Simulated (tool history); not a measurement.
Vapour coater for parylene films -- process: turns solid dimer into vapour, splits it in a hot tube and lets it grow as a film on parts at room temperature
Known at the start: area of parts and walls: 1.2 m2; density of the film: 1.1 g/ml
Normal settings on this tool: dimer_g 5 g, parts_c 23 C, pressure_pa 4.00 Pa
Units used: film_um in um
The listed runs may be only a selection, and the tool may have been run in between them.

run,day,dimer_g,parts_c,pressure_pa,film_um
1,0.000,5,23,4.00,2.79
2,2.421,5,20,4.00,3.17
3,3.942,6,23,4.00,3.30
4,6.142,5,23,4.00,2.77
5,8.650,5,23,4.00,2.68
6,11.171,5,23,4.00,2.72
7,13.971,5,23,4.00,2.67
8,17.008,5,23,4.00,2.65
9,19.125,7,23,4.00,3.66
10,20.933,7,23,4.00,3.66
11,23.075,7,18,4.00,4.57
12,24.621,7,18,4.00,4.56
13,26.462,5,25,4.00,2.36
14,29.029,5,25,4.00,2.30
15,30.746,6,19,2.30,3.96
16,32.388,6,33,4.00,1.85
17,33.717,6,33,4.00,1.89
# day 36.321: trap's valve overhauled
18,36.671,6,33,4.00,2.08
19,38.762,6,33,4.00,2.05
20,40.417,2,28,8.93,0.80
21,42.396,2,28,8.93,0.78
22,44.392,2,16,2.08,1.46
23,46.725,2,16,2.08,1.45
24,48.488,5,33,9.69,1.49
25,49.912,9,27,4.55,3.88

What if the next run were any one of these 3? Each begins from the tool's condition after run 25:
A,51.458,6,18,7.68,?
B,51.458,4,35,10.00,?
C,51.458,9,27,5.13,?

run,film_um
A,3.70
B,1.08
C,3.91
Stripped of hidden state, with their random variation kept, the same runs would have yielded:
run,film_um
A,3.92
B,1.14
C,4.13
